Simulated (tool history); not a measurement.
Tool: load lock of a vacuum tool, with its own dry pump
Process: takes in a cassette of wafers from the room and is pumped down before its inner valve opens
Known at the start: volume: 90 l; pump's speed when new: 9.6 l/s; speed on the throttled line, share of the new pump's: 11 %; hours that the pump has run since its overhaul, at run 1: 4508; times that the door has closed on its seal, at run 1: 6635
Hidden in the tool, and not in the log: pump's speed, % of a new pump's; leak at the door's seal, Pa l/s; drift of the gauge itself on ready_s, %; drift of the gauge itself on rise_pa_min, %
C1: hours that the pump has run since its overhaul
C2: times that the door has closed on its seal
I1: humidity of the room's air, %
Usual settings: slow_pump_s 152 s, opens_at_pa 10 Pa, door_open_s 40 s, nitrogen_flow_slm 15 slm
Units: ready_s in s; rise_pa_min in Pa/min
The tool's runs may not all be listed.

{"run": 1, "hour": 0.0, "slow_pump_s": 152, "opens_at_pa": 10, "door_open_s": 40, "nitrogen_flow_slm": 15, "C1": 4508, "C2": 6635, "I1": 44.2, "ready_s": 226.3, "rise_pa_min": 0.035}
{"run": 2, "hour": 58.9, "slow_pump_s": 152, "opens_at_pa": 10, "door_open_s": 40, "nitrogen_flow_slm": 15, "C1": 4567, "C2": 6752, "I1": 45.1, "ready_s": 227.6, "rise_pa_min": 0.038}
{"run": 3, "hour": 176.7, "slow_pump_s": 152, "opens_at_pa": 10, "door_open_s": 40, "nitrogen_flow_slm": 15, "C1": 4685, "C2": 6986, "I1": 46, "ready_s": 229.7, "rise_pa_min": 0.04}
{"run": 4, "hour": 267.6, "slow_pump_s": 152, "opens_at_pa": 10, "door_open_s": 40, "nitrogen_flow_slm": 15, "C1": 4776, "C2": 7167, "I1": 45.3, "ready_s": 228.5, "rise_pa_min": 0.045}
{"run": 5, "hour": 376.0, "slow_pump_s": 152, "opens_at_pa": 10, "door_open_s": 40, "nitrogen_flow_slm": 15, "C1": 4884, "C2": 7382, "I1": 43.7, "ready_s": 229.9, "rise_pa_min": 0.033}
{"run": 6, "hour": 448.3, "slow_pump_s": 152, "opens_at_pa": 10, "door_open_s": 40, "nitrogen_flow_slm": 15, "C1": 4956, "C2": 7526, "I1": 43.9, "ready_s": 229.4, "rise_pa_min": 0.041}
{"run": 7, "hour": 555.1, "slow_pump_s": 152, "opens_at_pa": 10, "door_open_s": 40, "nitrogen_flow_slm": 15, "C1": 5063, "C2": 7738, "I1": 47.7, "ready_s": 229.6, "rise_pa_min": 0.048}
{"run": 8, "hour": 677.6, "slow_pump_s": 152, "opens_at_pa": 10, "door_open_s": 40, "nitrogen_flow_slm": 15, "C1": 5186, "C2": 7982, "I1": 47.1, "ready_s": 228.2, "rise_pa_min": 0.044}
{"run": 9, "hour": 794.6, "slow_pump_s": 152, "opens_at_pa": 10, "door_open_s": 40, "nitrogen_flow_slm": 15, "C1": 5303, "C2": 8214, "I1": 42.9, "ready_s": 230, "rise_pa_min": 0.041}
{"run": 10, "hour": 846.4, "slow_pump_s": 152, "opens_at_pa": 10, "door_open_s": 40, "nitrogen_flow_slm": 15, "C1": 5354, "C2": 8317, "I1": 41.6, "ready_s": 229.7, "rise_pa_min": 0.036}
{"run": 11, "hour": 927.0, "slow_pump_s": 152, "opens_at_pa": 10, "door_open_s": 40, "nitrogen_flow_slm": 15, "C1": 5435, "C2": 8478, "I1": 45.2, "ready_s": 229.1, "rise_pa_min": 0.052}
{"run": 12, "hour": 984.7, "slow_pump_s": 152, "opens_at_pa": 10, "door_open_s": 40, "nitrogen_flow_slm": 15, "C1": 5493, "C2": 8592, "I1": 47.7, "ready_s": 229.1, "rise_pa_min": 0.049}
{"run": 13, "hour": 1057.5, "slow_pump_s": 152, "opens_at_pa": 10, "door_open_s": 27, "nitrogen_flow_slm": 15, "C1": 5566, "C2": 8737, "I1": 41.3, "ready_s": 229.9, "rise_pa_min": 0.039}
{"run": 14, "hour": 1162.1, "slow_pump_s": 152, "opens_at_pa": 10, "door_open_s": 27, "nitrogen_flow_slm": 15, "C1": 5670, "C2": 8945, "I1": 44.5, "ready_s": 230.4, "rise_pa_min": 0.037}
{"run": 15, "hour": 1228.1, "slow_pump_s": 152, "opens_at_pa": 10, "door_open_s": 27, "nitrogen_flow_slm": 15, "C1": 5736, "C2": 9076, "I1": 45.8, "ready_s": 229.6, "rise_pa_min": 0.041}
{"run": 16, "hour": 1307.8, "slow_pump_s": 152, "opens_at_pa": 10, "door_open_s": 40, "nitrogen_flow_slm": 15, "C1": 5816, "C2": 9235, "I1": 44.8, "ready_s": 229.3, "rise_pa_min": 0.039}
{"run": 17, "hour": 1422.1, "slow_pump_s": 152, "opens_at_pa": 10, "door_open_s": 40, "nitrogen_flow_slm": 15, "C1": 5930, "C2": 9462, "I1": 43.7, "ready_s": 231.1, "rise_pa_min": 0.044}
{"run": 18, "hour": 1486.1, "slow_pump_s": 152, "opens_at_pa": 10, "door_open_s": 40, "nitrogen_flow_slm": 15, "C1": 5994, "C2": 9589, "I1": 49.2, "ready_s": 230.8, "rise_pa_min": 0.048}
{"run": 19, "hour": 1587.9, "slow_pump_s": 152, "opens_at_pa": 10, "door_open_s": 40, "nitrogen_flow_slm": 15, "C1": 6096, "C2": 9792, "I1": 46.6, "ready_s": 231.6, "rise_pa_min": 0.048}
{"run": 20, "hour": 1665.1, "slow_pump_s": 123, "opens_at_pa": 10, "door_open_s": 50, "nitrogen_flow_slm": 14, "C1": 6173, "C2": 9945, "I1": 46.8, "ready_s": 206.5, "rise_pa_min": 0.045}
{"run": 21, "hour": 1752.6, "slow_pump_s": 152, "opens_at_pa": 7, "door_open_s": 167, "nitrogen_flow_slm": 35, "C1": 6261, "C2": 10119, "I1": 43.4, "ready_s": 235.1, "rise_pa_min": 0.049}
{"run": 22, "hour": 1816.2, "slow_pump_s": 152, "opens_at_pa": 7, "door_open_s": 167, "nitrogen_flow_slm": 35, "C1": 6324, "C2": 10245, "I1": 48.2, "ready_s": 236.6, "rise_pa_min": 0.054}
{"run": 23, "hour": 1921.0, "slow_pump_s": 152, "opens_at_pa": 10, "door_open_s": 40, "nitrogen_flow_slm": 9, "C1": 6429, "C2": 10454, "I1": 45.4, "ready_s": 232.1, "rise_pa_min": 0.054}
{"run": 24, "hour": 1990.5, "slow_pump_s": 278, "opens_at_pa": 10, "door_open_s": 137, "nitrogen_flow_slm": 9, "C1": 6499, "C2": 10592, "I1": 45.3, "ready_s": 342.4, "rise_pa_min": 0.071}
{"run": 25, "hour": 2064.4, "slow_pump_s": 278, "opens_at_pa": 10, "door_open_s": 134, "nitrogen_flow_slm": 14, "C1": 6572, "C2": 10739, "I1": 42, "ready_s": 344, "rise_pa_min": 0.064}
{"run": 26, "hour": 2143.3, "slow_pump_s": 267, "opens_at_pa": 10, "door_open_s": 45, "nitrogen_flow_slm": 15, "C1": 6651, "C2": 10896, "I1": 45.4, "ready_s": 331.4, "rise_pa_min": 0.049}
{"run": 27, "hour": 2220.6, "slow_pump_s": 230, "opens_at_pa": 11, "door_open_s": 40, "nitrogen_flow_slm": 15, "C1": 6729, "C2": 11050, "I1": 44.4, "ready_s": 298.1, "rise_pa_min": 0.045}
{"run": 28, "hour": 2324.6, "slow_pump_s": 147, "opens_at_pa": 11, "door_open_s": 40, "nitrogen_flow_slm": 15, "C1": 6833, "C2": 11256, "I1": 45.8, "ready_s": 227.5, "rise_pa_min": 0.049}
{"run": 29, "hour": 2383.6, "slow_pump_s": 223, "opens_at_pa": 11, "door_open_s": 40, "nitrogen_flow_slm": 5, "C1": 6892, "C2": 11374, "I1": 42.2, "ready_s": 291.8, "rise_pa_min": 0.056}
{"run": 30, "hour": 2451.7, "slow_pump_s": 152, "opens_at_pa": 10, "door_open_s": 40, "nitrogen_flow_slm": 5, "C1": 6960, "C2": 11509, "I1": 43.3, "ready_s": 231.7, "rise_pa_min": 0.055}
{"run": 31, "hour": 2554.0, "slow_pump_s": 152, "opens_at_pa": 10, "door_open_s": 40, "nitrogen_flow_slm": 5, "C1": 7062, "C2": 11713, "I1": 45.7, "ready_s": 231.9, "rise_pa_min": 0.057}
{"run": 32, "hour": 2629.4, "slow_pump_s": 152, "opens_at_pa": 10, "door_open_s": 40, "nitrogen_flow_slm": 5, "C1": 7137, "C2": 11862, "I1": 45.9, "ready_s": 231.7, "rise_pa_min": 0.057}
{"run": 33, "hour": 2725.4, "slow_pump_s": 152, "opens_at_pa": 10, "door_open_s": 40, "nitrogen_flow_slm": 5, "C1": 7233, "C2": 12053, "I1": 41.9, "ready_s": 230.6, "rise_pa_min": 0.054}
{"run": 34, "hour": 2824.0, "slow_pump_s": 152, "opens_at_pa": 10, "door_open_s": 40, "nitrogen_flow_slm": 5, "C1": 7332, "C2": 12249, "I1": 46, "ready_s": 231.8, "rise_pa_min": 0.058}
{"run": 35, "hour": 2915.6, "slow_pump_s": 152, "opens_at_pa": 10, "door_open_s": 40, "nitrogen_flow_slm": 5, "C1": 7424, "C2": 12431, "I1": 46.4, "ready_s": 230.4, "rise_pa_min": 0.062}
{"run": 36, "hour": 3038.8, "slow_pump_s": 152, "opens_at_pa": 10, "door_open_s": 40, "nitrogen_flow_slm": 10, "C1": 7547, "C2": 12676, "I1": 47.8, "ready_s": 230.2, "rise_pa_min": 0.052}
{"run": 37, "hour": 3130.4, "slow_pump_s": 152, "opens_at_pa": 8, "door_open_s": 169, "nitrogen_flow_slm": 10, "C1": 7638, "C2": 12858, "I1": 41.9, "ready_s": 234.4, "rise_pa_min": 0.08}

4 ways to go on from here, each from the tool as it stands after run 37. What would each give?
{"run": "A", "hour": 3191.6, "slow_pump_s": 252, "opens_at_pa": 10, "door_open_s": 103, "nitrogen_flow_slm": 15, "C1": 7700, "C2": 12980, "I1": 48.1, "ready_s": "?", "rise_pa_min": "?"}
{"run": "B", "hour": 3191.6, "slow_pump_s": 152, "opens_at_pa": 14, "door_open_s": 62, "nitrogen_flow_slm": 4, "C1": 7700, "C2": 12980, "I1": 47.4, "ready_s": "?", "rise_pa_min": "?"}
{"run": "C", "hour": 3191.6, "slow_pump_s": 90, "opens_at_pa": 10, "door_open_s": 28, "nitrogen_flow_slm": 15, "C1": 7700, "C2": 12980, "I1": 46.7, "ready_s": "?", "rise_pa_min": "?"}
{"run": "D", "hour": 3191.6, "slow_pump_s": 152, "opens_at_pa": 10, "door_open_s": 40, "nitrogen_flow_slm": 9, "C1": 7700, "C2": 12980, "I1": 47, "ready_s": "?", "rise_pa_min": "?"}

run=A ready_s=319.6 rise_pa_min=0.067
run=B ready_s=230.6 rise_pa_min=0.072
run=C ready_s=176.9 rise_pa_min=0.047
run=D ready_s=231.2 rise_pa_min=0.054
Without the tool's hidden state the same runs would have given:
run=A ready_s=311 rise_pa_min=0.055
run=B ready_s=221 rise_pa_min=0.059
run=C ready_s=165.9 rise_pa_min=0.034
run=D ready_s=221.3 rise_pa_min=0.041
